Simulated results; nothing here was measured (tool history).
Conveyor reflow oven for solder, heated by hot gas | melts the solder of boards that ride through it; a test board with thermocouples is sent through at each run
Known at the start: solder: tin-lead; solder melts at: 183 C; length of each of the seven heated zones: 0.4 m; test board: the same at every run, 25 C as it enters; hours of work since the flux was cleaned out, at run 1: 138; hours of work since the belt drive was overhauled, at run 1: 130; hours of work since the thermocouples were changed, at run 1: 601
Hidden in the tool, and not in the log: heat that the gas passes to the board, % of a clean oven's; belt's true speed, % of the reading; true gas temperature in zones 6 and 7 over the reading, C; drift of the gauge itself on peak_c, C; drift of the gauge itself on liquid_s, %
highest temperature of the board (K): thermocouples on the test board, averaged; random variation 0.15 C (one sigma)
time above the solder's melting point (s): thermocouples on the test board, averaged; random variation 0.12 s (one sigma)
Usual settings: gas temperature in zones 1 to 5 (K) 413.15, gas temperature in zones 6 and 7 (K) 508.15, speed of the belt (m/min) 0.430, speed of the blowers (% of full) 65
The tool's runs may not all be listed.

run,hour,gas temperature in zones 1 to 5 (K),gas temperature in zones 6 and 7 (K),speed of the belt (m/min),speed of the blowers (% of full),hours of work since the flux was cleaned out,hours of work since the belt drive was overhauled,hours of work since the thermocouples were changed,highest temperature of the board (K),time above the solder's melting point (s)
1,0.0,413.15,508.15,0.430,65,138,130,601,496.85,92.5
2,22.2,413.15,508.15,0.430,65,153,145,615,496.85,92.7
3,45.6,413.15,508.15,0.430,65,169,161,631,497.05,92.7
4,67.3,413.15,508.15,0.430,65,183,176,646,496.85,92.6
5,80.8,413.15,508.15,0.430,65,192,185,655,496.95,92.5
6,105.0,413.15,508.15,0.430,65,208,201,671,496.65,92.6
7,130.1,413.15,508.15,0.430,65,225,218,688,496.35,92.6
8,143.5,413.15,508.15,0.430,65,234,227,697,496.85,92.8
# hour 160.9: thermocouples of zones 6 and 7 changed
9,165.3,413.15,508.15,0.430,65,248,240,3,496.95,92.7
10,185.0,413.15,508.15,0.430,65,261,253,16,497.05,92.7
11,199.9,413.15,508.15,0.430,65,271,263,26,496.85,92.7
12,217.4,413.15,508.15,0.430,65,283,275,38,496.75,92.5
13,233.9,413.15,508.15,0.430,65,294,286,49,496.75,92.5
14,260.6,427.15,498.15,0.418,65,312,304,67,489.95,97.6
15,280.0,403.15,508.15,0.430,54,325,317,80,492.85,83.5
16,302.2,403.15,508.15,0.430,54,340,332,95,493.15,83.5
17,315.3,405.15,521.15,0.439,58,348,341,104,505.35,93.8
18,335.4,413.15,506.15,0.430,65,362,354,117,494.85,91.0
19,358.1,413.15,508.15,0.488,65,377,370,133,493.45,77.8
# hour 366.4: flux residue cleaned out of gas plates and filters
20,383.4,413.15,508.15,0.488,65,11,383,146,493.15,77.9
21,408.5,413.15,508.15,0.488,65,28,400,163,493.15,77.9

Forecast each of these 3 alternatives for the next run:
A,430.4,413.15,508.15,0.430,69,43,415,178,?,?
B,430.4,401.15,508.15,0.488,58,43,415,178,?,?
C,430.4,413.15,496.15,0.488,65,43,415,178,?,?

run,highest temperature of the board (K),time above the solder's melting point (s)
A,497.75,93.3
B,489.65,68.5
C,482.85,67.0
Without the tool's hidden state the same runs would have given:
run,highest temperature of the board (K),time above the solder's melting point (s)
A,497.75,93.3
B,489.75,68.5
C,482.85,67.0
